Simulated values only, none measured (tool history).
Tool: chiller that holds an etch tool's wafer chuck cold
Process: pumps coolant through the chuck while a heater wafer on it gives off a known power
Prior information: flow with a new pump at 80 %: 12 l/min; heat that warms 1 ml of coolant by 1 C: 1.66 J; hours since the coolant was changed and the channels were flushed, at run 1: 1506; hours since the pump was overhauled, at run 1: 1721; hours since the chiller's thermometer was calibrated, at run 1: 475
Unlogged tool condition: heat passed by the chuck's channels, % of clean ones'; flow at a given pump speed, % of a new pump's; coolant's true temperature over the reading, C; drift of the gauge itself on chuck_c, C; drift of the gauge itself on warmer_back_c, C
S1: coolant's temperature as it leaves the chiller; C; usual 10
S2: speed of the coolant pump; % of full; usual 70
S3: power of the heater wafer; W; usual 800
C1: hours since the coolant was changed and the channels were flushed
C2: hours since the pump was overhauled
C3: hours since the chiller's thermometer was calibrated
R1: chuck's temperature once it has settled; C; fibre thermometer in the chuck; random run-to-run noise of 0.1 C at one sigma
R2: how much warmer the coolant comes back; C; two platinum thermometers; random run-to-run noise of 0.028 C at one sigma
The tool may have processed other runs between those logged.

run 1 day=0.000 | S1=10 S2=70 S3=800 | C1=1506 C2=1721 C3=475 | R1=17.3 R2=2.88
run 2 day=0.592 | S1=10 S2=84 S3=800 | C1=1521 C2=1735 C3=490 | R1=16.6 R2=2.35
run 3 day=1.692 | S1=10 S2=84 S3=800 | C1=1547 C2=1762 C3=516 | R1=16.4 R2=2.41
run 4 day=2.904 | S1=15 S2=84 S3=800 | C1=1576 C2=1791 C3=545 | R1=21.5 R2=2.34
run 5 day=3.696 | S1=10 S2=70 S3=800 | C1=1595 C2=1810 C3=564 | R1=17.4 R2=2.88
run 6 day=4.529 | S1=10 S2=71 S3=800 | C1=1615 C2=1830 C3=584 | R1=17.3 R2=2.82
run 7 day=5.129 | S1=10 S2=70 S3=800 | C1=1629 C2=1844 C3=598 | R1=17.5 R2=2.83
run 8 day=6.092 | S1=10 S2=70 S3=800 | C1=1653 C2=1867 C3=622 | R1=17.5 R2=2.87
run 9 day=6.875 | S1=10 S2=70 S3=800 | C1=1671 C2=1886 C3=640 | R1=17.5 R2=2.88
run 10 day=8.042 | S1=10 S2=62 S3=800 | C1=1699 C2=1914 C3=668 | R1=17.9 R2=3.27
run 11 day=8.871 | S1=10 S2=70 S3=584 | C1=1719 C2=1934 C3=688 | R1=15.4 R2=2.10
run 12 day=9.567 | S1=10 S2=70 S3=725 | C1=1736 C2=1951 C3=705 | R1=16.7 R2=2.60
run 13 day=10.821 | S1=10 S2=70 S3=725 | C1=1766 C2=1981 C3=735 | R1=16.7 R2=2.64
run 14 day=12.004 | S1=10 S2=70 S3=725 | C1=1794 C2=2009 C3=763 | R1=16.6 R2=2.59
run 15 day=13.067 | S1=10 S2=70 S3=725 | C1=1820 C2=2035 C3=789 | R1=16.9 R2=2.67
run 16 day=13.942 | S1=9 S2=70 S3=800 | C1=1841 C2=2056 C3=810 | R1=16.4 R2=2.87
run 17 day=15.275 | S1=9 S2=63 S3=511 | C1=1873 C2=2088 C3=842 | R1=14.1 R2=2.07
run 18 day=16.571 | S1=11 S2=84 S3=550 | C1=1904 C2=2119 C3=873 | R1=15.4 R2=1.66
run 19 day=17.883 | S1=1 S2=82 S3=800 | C1=1935 C2=2150 C3=905 | R1=7.8 R2=2.40
run 20 day=18.554 | S1=13 S2=95 S3=527 | C1=1952 C2=2166 C3=921 | R1=17.0 R2=1.40
run 21 day=19.408 | S1=11 S2=72 S3=610 | C1=1972 C2=2187 C3=941 | R1=16.4 R2=2.11
run 22 day=20.396 | S1=19 S2=89 S3=519 | C1=1996 C2=2211 C3=965 | R1=23.1 R2=1.48
run 23 day=21.275 | S1=13 S2=84 S3=947 | C1=2017 C2=2232 C3=986 | R1=20.7 R2=2.84
run 24 day=22.592 | S1=1 S2=75 S3=678 | C1=2049 C2=2263 C3=1018 | R1=7.0 R2=2.35
run 25 day=23.604 | S1=11 S2=78 S3=847 | C1=2073 C2=2288 C3=1042 | R1=18.4 R2=2.74
run 26 day=24.892 | S1=10 S2=89 S3=615 | C1=2104 C2=2318 C3=1073 | R1=14.7 R2=1.76
run 27 day=25.938 | S1=10 S2=89 S3=615 | C1=2129 C2=2344 C3=1098 | R1=14.8 R2=1.76
run 28 day=26.879 | S1=1 S2=61 S3=615 | C1=2151 C2=2366 C3=1120 | R1=7.4 R2=2.62
run 29 day=27.796 | S1=8 S2=74 S3=429 | C1=2173 C2=2388 C3=1142 | R1=11.7 R2=1.46
run 30 day=28.571 | S1=13 S2=88 S3=743 | C1=2192 C2=2407 C3=1161 | R1=18.8 R2=2.16
run 31 day=29.525 | S1=1 S2=95 S3=516 | C1=2215 C2=2430 C3=1184 | R1=4.8 R2=1.36

Measured less the same run without the tool's hidden state. The same run-to-run variation is in both; the gauge's scatter may not be:
run=1 R1=+0.3 R2=+0.10
run=2 R1=+0.3 R2=+0.08
run=3 R1=+0.3 R2=+0.09
run=4 R1=+0.3 R2=+0.08
run=5 R1=+0.3 R2=+0.11
run=6 R1=+0.4 R2=+0.11
run=7 R1=+0.3 R2=+0.10
run=8 R1=+0.4 R2=+0.11
run=9 R1=+0.4 R2=+0.12
run=10 R1=+0.4 R2=+0.13
run=11 R1=+0.2 R2=+0.08
run=12 R1=+0.3 R2=+0.10
run=13 R1=+0.3 R2=+0.10
run=14 R1=+0.3 R2=+0.11
run=15 R1=+0.4 R2=+0.11
run=16 R1=+0.4 R2=+0.12
run=17 R1=+0.2 R2=+0.09
run=18 R1=+0.1 R2=+0.07
run=19 R1=+0.3 R2=+0.11
run=20 R1=+0.1 R2=+0.06
run=21 R1=+0.2 R2=+0.10
run=22 R1=+0.1 R2=+0.07
run=23 R1=+0.5 R2=+0.14
run=24 R1=+0.3 R2=+0.11
run=25 R1=+0.4 R2=+0.13
run=26 R1=+0.1 R2=+0.08
run=27 R1=+0.1 R2=+0.09
run=28 R1=+0.3 R2=+0.13
run=29 R1=+0.1 R2=+0.07
run=30 R1=+0.3 R2=+0.11
run=31 R1=+0.1 R2=+0.07
